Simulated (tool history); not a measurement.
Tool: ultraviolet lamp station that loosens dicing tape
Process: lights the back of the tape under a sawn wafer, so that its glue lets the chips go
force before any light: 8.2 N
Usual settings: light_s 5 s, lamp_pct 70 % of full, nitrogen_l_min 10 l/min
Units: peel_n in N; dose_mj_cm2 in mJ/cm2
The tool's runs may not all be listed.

Run 1, hour 0: usual settings. Result: peel_n 1.056 N, dose_mj_cm2 298 mJ/cm2.
Run 2, hour 61.8: usual settings. Result: peel_n 1.071 N, dose_mj_cm2 287 mJ/cm2.
Run 3, hour 108.7: usual settings. Result: peel_n 1.111 N, dose_mj_cm2 279 mJ/cm2.
Run 4, hour 156: usual settings. Result: peel_n 1.134 N, dose_mj_cm2 276 mJ/cm2.
Run 5, hour 221.9: usual settings. Result: peel_n 1.179 N, dose_mj_cm2 271 mJ/cm2.
Run 6, hour 256.8: usual settings. Result: peel_n 1.127 N, dose_mj_cm2 270 mJ/cm2.
Run 7, hour 300.9: usual settings. Result: peel_n 1.334 N, dose_mj_cm2 258 mJ/cm2.
Run 8, hour 335: usual settings but light_s 4 s. Result: peel_n 1.756 N, dose_mj_cm2 206 mJ/cm2.
Run 9, hour 384: usual settings but light_s 4 s. Result: peel_n 1.864 N, dose_mj_cm2 204 mJ/cm2.
Run 10, hour 431.7: usual settings but light_s 4 s. Result: peel_n 1.929 N, dose_mj_cm2 195 mJ/cm2.
Run 11, hour 481.8: usual settings but nitrogen_l_min 3 l/min. Result: peel_n 2.597 N, dose_mj_cm2 240 mJ/cm2.
Run 12, hour 539.1: usual settings but nitrogen_l_min 3 l/min. Result: peel_n 2.648 N, dose_mj_cm2 238 mJ/cm2.
At hour 559: window cleaned of glue's vapour.
Run 13, hour 599.3: usual settings but nitrogen_l_min 3 l/min. Result: peel_n 3.118 N, dose_mj_cm2 218 mJ/cm2.
Run 14, hour 635.7: usual settings but nitrogen_l_min 3 l/min. Result: peel_n 3.138 N, dose_mj_cm2 207 mJ/cm2.
At hour 680.5: window cleaned of glue's vapour, once more.
Run 15, hour 680.5: usual settings but nitrogen_l_min 3 l/min. Result: peel_n 2.386 N, dose_mj_cm2 274 mJ/cm2.
Run 16, hour 755.3: usual settings but nitrogen_l_min 3 l/min. Result: peel_n 2.431 N, dose_mj_cm2 262 mJ/cm2.
Run 17, hour 793.4: usual settings but lamp_pct 77 % of full, nitrogen_l_min 3 l/min. Result: peel_n 2.202 N, dose_mj_cm2 284 mJ/cm2.
Run 18, hour 855: usual settings but lamp_pct 77 % of full, nitrogen_l_min 3 l/min. Result: peel_n 2.36 N, dose_mj_cm2 278 mJ/cm2.
Run 19, hour 895.7: usual settings but lamp_pct 77 % of full, nitrogen_l_min 3 l/min. Result: peel_n 2.377 N, dose_mj_cm2 279 mJ/cm2.
Run 20, hour 941.7: usual settings but lamp_pct 77 % of full, nitrogen_l_min 3 l/min. Result: peel_n 2.423 N, dose_mj_cm2 270 mJ/cm2.
Run 21, hour 1004.1: usual settings but lamp_pct 77 % of full, nitrogen_l_min 3 l/min. Result: peel_n 2.433 N, dose_mj_cm2 264 mJ/cm2.
Run 22, hour 1067.2: usual settings but light_s 10 s. Result: peel_n 0.389 N, dose_mj_cm2 461 mJ/cm2.
Run 23, hour 1109: usual settings but light_s 10 s. Result: peel_n 0.417 N, dose_mj_cm2 459 mJ/cm2.
Run 24, hour 1161.9: usual settings but lamp_pct 72 % of full, nitrogen_l_min 8 l/min. Result: peel_n 1.807 N, dose_mj_cm2 228 mJ/cm2.
Run 25, hour 1226.1: usual settings but lamp_pct 72 % of full, nitrogen_l_min 8 l/min. Result: peel_n 1.896 N, dose_mj_cm2 224 mJ/cm2.
At hour 1243.5: lamp changed.
Run 26, hour 1295.3: usual settings but lamp_pct 65 % of full, nitrogen_l_min 18 l/min. Result: peel_n 0.73 N, dose_mj_cm2 292 mJ/cm2.
Run 27, hour 1370.3: usual settings but lamp_pct 92 % of full, nitrogen_l_min 3 l/min. Result: peel_n 1.332 N, dose_mj_cm2 406 mJ/cm2.
Run 28, hour 1436.4: usual settings but light_s 3 s, nitrogen_l_min 15 l/min. Result: peel_n 1.821 N, dose_mj_cm2 180 mJ/cm2.
Run 29, hour 1487.3: usual settings but light_s 6 s, lamp_pct 80 % of full, nitrogen_l_min 6 l/min. Result: peel_n 0.788 N, dose_mj_cm2 404 mJ/cm2.
At hour 1537: window cleaned of glue's vapour.
Run 30, hour 1554.3: usual settings but light_s 8 s, lamp_pct 72 % of full, nitrogen_l_min 12 l/min. Result: peel_n 0.282 N, dose_mj_cm2 551 mJ/cm2.
Run 31, hour 1608: usual settings but lamp_pct 72 % of full, nitrogen_l_min 8 l/min. Result: peel_n 0.935 N, dose_mj_cm2 339 mJ/cm2.
Run 32, hour 1659.1: usual settings but lamp_pct 72 % of full, nitrogen_l_min 8 l/min. Result: peel_n 0.962 N, dose_mj_cm2 333 mJ/cm2.
Run 33, hour 1717.5: usual settings but light_s 4 s, lamp_pct 72 % of full, nitrogen_l_min 6 l/min. Result: peel_n 1.719 N, dose_mj_cm2 262 mJ/cm2.
Run 34, hour 1755.7: usual settings but light_s 2 s, lamp_pct 85 % of full, nitrogen_l_min 9 l/min. Result: peel_n 2.823 N, dose_mj_cm2 152 mJ/cm2.
Run 35, hour 1794.8: usual settings but lamp_pct 97 % of full, nitrogen_l_min 5 l/min. Result: peel_n 0.845 N, dose_mj_cm2 421 mJ/cm2.
Run 36, hour 1836.4: usual settings but lamp_pct 84 % of full, nitrogen_l_min 18 l/min. Result: peel_n 0.493 N, dose_mj_cm2 367 mJ/cm2.
Run 37, hour 1896.6: usual settings but light_s 3 s, lamp_pct 84 % of full, nitrogen_l_min 7 l/min. Result: peel_n 2.061 N, dose_mj_cm2 213 mJ/cm2.
Run 38, hour 1930.1: usual settings but lamp_pct 79 % of full, nitrogen_l_min 13 l/min. Result: peel_n 0.683 N, dose_mj_cm2 323 mJ/cm2.
Run 39, hour 2007.9: usual settings but light_s 7 s. Result: peel_n 0.562 N, dose_mj_cm2 401 mJ/cm2.
Run 40, hour 2062.3: usual settings but light_s 7 s. Result: peel_n 0.62 N, dose_mj_cm2 390 mJ/cm2.
Run 41, hour 2103.5: usual settings but light_s 7 s. Result: peel_n 0.605 N, dose_mj_cm2 383 mJ/cm2.

Forecast each of these 5 alternatives for the next run:
Run A, hour 2168.3: usual settings but light_s 7 s, lamp_pct 99 % of full, nitrogen_l_min 15 l/min. Result: peel_n ?, dose_mj_cm2 ?.
Run B, hour 2168.3: usual settings but light_s 6 s, lamp_pct 64 % of full, nitrogen_l_min 19 l/min. Result: peel_n ?, dose_mj_cm2 ?.
Run C, hour 2168.3: usual settings but light_s 7 s. Result: peel_n ?, dose_mj_cm2 ?.
Run D, hour 2168.3: usual settings but light_s 7 s, lamp_pct 86 % of full. Result: peel_n ?, dose_mj_cm2 ?.
Run E, hour 2168.3: usual settings but light_s 9 s, nitrogen_l_min 15 l/min. Result: peel_n ?, dose_mj_cm2 ?.

run  peel_n  dose_mj_cm2
  A   0.265          525
  B   0.717          292
  C   0.653          376
  D   0.416          457
  E    0.31          481
Without the tool's hidden state the same runs would have given:
run  peel_n  dose_mj_cm2
  A   0.206          702
  B   0.406          390
  C   0.372          500
  D   0.259          609
  E   0.223          642

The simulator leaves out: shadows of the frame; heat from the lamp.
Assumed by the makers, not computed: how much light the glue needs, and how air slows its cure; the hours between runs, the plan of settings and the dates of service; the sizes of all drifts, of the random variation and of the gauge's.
